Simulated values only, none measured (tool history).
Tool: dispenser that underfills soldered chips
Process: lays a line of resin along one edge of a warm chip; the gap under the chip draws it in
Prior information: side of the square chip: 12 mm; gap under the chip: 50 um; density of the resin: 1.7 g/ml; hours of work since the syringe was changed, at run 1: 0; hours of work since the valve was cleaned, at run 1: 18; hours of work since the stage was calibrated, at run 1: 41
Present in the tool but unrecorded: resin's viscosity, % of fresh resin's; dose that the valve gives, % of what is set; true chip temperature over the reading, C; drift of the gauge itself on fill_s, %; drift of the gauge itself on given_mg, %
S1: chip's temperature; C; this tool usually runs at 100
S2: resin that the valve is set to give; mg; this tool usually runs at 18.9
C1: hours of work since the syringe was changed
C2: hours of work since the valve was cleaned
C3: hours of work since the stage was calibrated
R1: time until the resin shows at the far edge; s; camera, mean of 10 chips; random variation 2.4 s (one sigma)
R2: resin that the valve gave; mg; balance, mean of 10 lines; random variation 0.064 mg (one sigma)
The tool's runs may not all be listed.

{"run": 1, "hour": 0.0, "S1": 100, "S2": 18.9, "C1": 0, "C2": 18, "C3": 41, "R1": 233.7, "R2": 18.78}
{"run": 2, "hour": 4.3, "S1": 100, "S2": 18.9, "C1": 4, "C2": 21, "C3": 44, "R1": 258.7, "R2": 18.68}
{"run": 3, "hour": 10.0, "S1": 100, "S2": 18.9, "C1": 8, "C2": 25, "C3": 48, "R1": 289.5, "R2": 18.55}
{"run": 4, "hour": 13.6, "S1": 100, "S2": 18.9, "C1": 10, "C2": 27, "C3": 50, "R1": 311.9, "R2": 18.55}
{"hour": 16.1, "done": "new syringe of resin"}
{"run": 5, "hour": 18.1, "S1": 100, "S2": 18.9, "C1": 1, "C2": 30, "C3": 53, "R1": 241.8, "R2": 18.64}
{"run": 6, "hour": 22.8, "S1": 100, "S2": 18.9, "C1": 5, "C2": 33, "C3": 56, "R1": 267, "R2": 18.57}
{"run": 7, "hour": 27.2, "S1": 100, "S2": 18.9, "C1": 8, "C2": 37, "C3": 60, "R1": 291.4, "R2": 18.52}
{"run": 8, "hour": 29.7, "S1": 100, "S2": 18.9, "C1": 10, "C2": 38, "C3": 61, "R1": 314.4, "R2": 18.52}
{"hour": 33.1, "done": "new syringe of resin"}
{"run": 9, "hour": 35.5, "S1": 100, "S2": 18.9, "C1": 2, "C2": 42, "C3": 65, "R1": 246.4, "R2": 18.49}
{"run": 10, "hour": 38.4, "S1": 100, "S2": 18.9, "C1": 4, "C2": 44, "C3": 67, "R1": 263.6, "R2": 18.44}
{"run": 11, "hour": 42.3, "S1": 100, "S2": 18.9, "C1": 6, "C2": 47, "C3": 70, "R1": 284.8, "R2": 18.36}
{"run": 12, "hour": 45.8, "S1": 100, "S2": 18.9, "C1": 9, "C2": 49, "C3": 72, "R1": 315.7, "R2": 18.24}
{"hour": 50.0, "done": "new syringe of resin"}
{"run": 13, "hour": 50.8, "S1": 100, "S2": 18.9, "C1": 1, "C2": 53, "C3": 76, "R1": 243.6, "R2": 18.39}
{"run": 14, "hour": 55.1, "S1": 100, "S2": 18.9, "C1": 4, "C2": 56, "C3": 79, "R1": 259.5, "R2": 18.27}
{"run": 15, "hour": 59.0, "S1": 100, "S2": 17.3, "C1": 6, "C2": 59, "C3": 81, "R1": 294.6, "R2": 16.73}
{"run": 16, "hour": 64.7, "S1": 94, "S2": 17.3, "C1": 10, "C2": 62, "C3": 85, "R1": 389.8, "R2": 16.61}
{"hour": 66.9, "done": "new syringe of resin"}
{"run": 17, "hour": 67.5, "S1": 100, "S2": 18.9, "C1": 0, "C2": 64, "C3": 87, "R1": 244.1, "R2": 18.15}
{"run": 18, "hour": 70.2, "S1": 100, "S2": 18.9, "C1": 2, "C2": 66, "C3": 89, "R1": 251.7, "R2": 18.17}
{"run": 19, "hour": 74.4, "S1": 94, "S2": 19.4, "C1": 5, "C2": 69, "C3": 92, "R1": 329.5, "R2": 18.52}
{"run": 20, "hour": 78.3, "S1": 91, "S2": 20.9, "C1": 8, "C2": 72, "C3": 95, "R1": 373.6, "R2": 19.95}
{"hour": 82.8, "done": "dispensing valve cleaned and set on the balance"}
{"hour": 84.6, "done": "new syringe of resin"}
{"run": 21, "hour": 85.3, "S1": 108, "S2": 17.3, "C1": 1, "C2": 2, "C3": 99, "R1": 193.6, "R2": 17.13}
{"run": 22, "hour": 91.1, "S1": 100, "S2": 21.5, "C1": 5, "C2": 6, "C3": 103, "R1": 260.8, "R2": 21.34}
{"run": 23, "hour": 96.6, "S1": 103, "S2": 18.1, "C1": 8, "C2": 9, "C3": 107, "R1": 286.4, "R2": 17.89}
{"run": 24, "hour": 99.7, "S1": 105, "S2": 18.9, "C1": 11, "C2": 12, "C3": 109, "R1": 285.2, "R2": 18.78}
{"hour": 101.3, "done": "new syringe of resin"}
{"run": 25, "hour": 104.8, "S1": 87, "S2": 22.4, "C1": 2, "C2": 15, "C3": 112, "R1": 364.7, "R2": 22.17}

For run 26, what comes out?
{"run": 26, "hour": 110.2, "S1": 87, "S2": 22.4, "C1": 6, "C2": 19, "C3": 116, "R1": "?", "R2": "?"}

For run 26 the tool returned R1 403.5 s, R2 22.16 mg.
Had the tool carried no hidden state, the very same run would have given R1 339.2 s, R2 22.46 mg.
